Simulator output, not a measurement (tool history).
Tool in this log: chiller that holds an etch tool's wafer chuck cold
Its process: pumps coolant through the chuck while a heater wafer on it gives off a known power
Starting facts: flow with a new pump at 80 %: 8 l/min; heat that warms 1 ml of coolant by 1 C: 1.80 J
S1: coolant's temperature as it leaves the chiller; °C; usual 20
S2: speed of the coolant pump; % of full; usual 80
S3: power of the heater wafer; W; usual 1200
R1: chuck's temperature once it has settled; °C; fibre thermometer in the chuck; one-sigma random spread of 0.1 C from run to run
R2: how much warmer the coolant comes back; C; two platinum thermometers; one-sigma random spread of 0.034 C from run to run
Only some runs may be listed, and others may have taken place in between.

Run 1, hour 0: usual settings. Result: R1 28.8 °C, R2 5.08 C.
Run 2, hour 73.6: usual settings but S3 733 W. Result: R1 25.4 °C, R2 3.07 C.
At hour 166.4: coolant changed, channels flushed.
Run 3, hour 181.2: usual settings but S3 733 W. Result: R1 25.2 °C, R2 3.06 C.
Run 4, hour 235.4: usual settings but S3 733 W. Result: R1 25.4 °C, R2 3 C.
Run 5, hour 323.4: usual settings but S3 733 W. Result: R1 25.4 °C, R2 3.05 C.
Run 6, hour 382.7: usual settings but S3 733 W. Result: R1 25.4 °C, R2 3.06 C.
Run 7, hour 497: usual settings but S1 25 °C, S2 78 % of full, S3 1786 W. Result: R1 38.3 °C, R2 7.66 C.
Run 8, hour 596.5: usual settings but S1 25 °C, S2 78 % of full, S3 1786 W. Result: R1 38.1 °C, R2 7.61 C.
Run 9, hour 684.7: usual settings but S1 22 °C, S2 78 % of full, S3 638 W. Result: R1 26.8 °C, R2 2.68 C.
Run 10, hour 752.6: usual settings but S1 22 °C, S3 710 W. Result: R1 27.3 °C, R2 2.94 C.
Run 11, hour 825: usual settings but S2 96 % of full. Result: R1 27.7 °C, R2 4.21 C.

Consider 4 possible next runs. They are alternatives, not a sequence: every one starts from the tool as it was left by run 11. What does each give?
Run A, hour 927: usual settings but S1 11 °C, S2 94 % of full. Result: R1 ?, R2 ?.
Run B, hour 927: usual settings but S1 21 °C, S2 63 % of full. Result: R1 ?, R2 ?.
Run C, hour 927: usual settings but S1 17 °C. Result: R1 ?, R2 ?.
Run D, hour 927: usual settings but S2 87 % of full, S3 1035 W. Result: R1 ?, R2 ?.

run    R1    R2
  A  18.8  4.31
  B  31.6  6.33
  C  25.6  5.01
  D  27.1  3.97
Stripped of hidden state, with their random variation kept, the same runs would have yielded:
run    R1    R2
  A  18.8  4.31
  B  31.6  6.33
  C  25.6  5.01
  D  27.1  3.96

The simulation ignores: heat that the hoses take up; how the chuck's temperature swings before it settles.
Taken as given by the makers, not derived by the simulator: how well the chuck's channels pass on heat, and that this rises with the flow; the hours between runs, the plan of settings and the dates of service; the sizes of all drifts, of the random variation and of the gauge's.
